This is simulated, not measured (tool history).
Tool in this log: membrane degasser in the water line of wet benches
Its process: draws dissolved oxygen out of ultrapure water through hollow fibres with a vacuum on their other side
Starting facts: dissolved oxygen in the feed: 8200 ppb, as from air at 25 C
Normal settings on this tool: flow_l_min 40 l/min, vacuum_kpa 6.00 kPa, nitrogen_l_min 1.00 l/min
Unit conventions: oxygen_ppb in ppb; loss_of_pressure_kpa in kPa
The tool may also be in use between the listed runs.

run	hour	flow_l_min	vacuum_kpa	nitrogen_l_min	oxygen_ppb	loss_of_pressure_kpa
1	0.0	40	6.00	1.00	223.6	41.72
2	302.2	40	6.00	1.00	228.4	41.72
3	579.2	40	6.00	0.75	285.6	41.48
4	746.3	40	6.00	1.00	231.8	41.25
5	950.0	40	6.00	1.00	227.9	41.88
6	1221.8	40	6.00	1.00	234.5	41.88
7	1392.5	40	6.00	1.00	229.0	41.63
8	1628.9	41	6.00	1.00	240.9	42.90
9	1873.1	41	6.00	1.00	240.4	43.08
10	2112.7	41	6.00	1.00	237.7	43.20
11	2268.1	41	6.00	1.00	244.8	42.86
12	2530.7	41	6.00	1.00	245.3	43.28
13	2710.1	41	13.90	0.98	843.4	43.28
14	2874.0	51	6.42	0.98	352.9	53.64
15	3051.2	61	4.97	1.00	281.9	64.15
16	3268.2	26	4.34	1.00	71.7	27.31
17	3492.3	32	6.00	0.92	209.9	33.93
18	3776.5	32	6.00	0.92	210.0	33.90
19	4043.6	51	14.98	2.26	587.9	54.14

Each row is a separate what-if for the run after 19, all from the same tool condition, not one after another. Results?
A	4215.3	26	6.16	2.26	?	?
B	4215.3	55	14.99	1.91	?	?
C	4215.3	51	14.68	1.96	?	?

run	oxygen_ppb	loss_of_pressure_kpa
A	85.8	27.24
B	725.8	58.41
C	640.2	53.93
With no hidden state in the tool, these same runs would have given:
run	oxygen_ppb	loss_of_pressure_kpa
A	78.8	26.39
B	705.8	56.62
C	622.0	52.27

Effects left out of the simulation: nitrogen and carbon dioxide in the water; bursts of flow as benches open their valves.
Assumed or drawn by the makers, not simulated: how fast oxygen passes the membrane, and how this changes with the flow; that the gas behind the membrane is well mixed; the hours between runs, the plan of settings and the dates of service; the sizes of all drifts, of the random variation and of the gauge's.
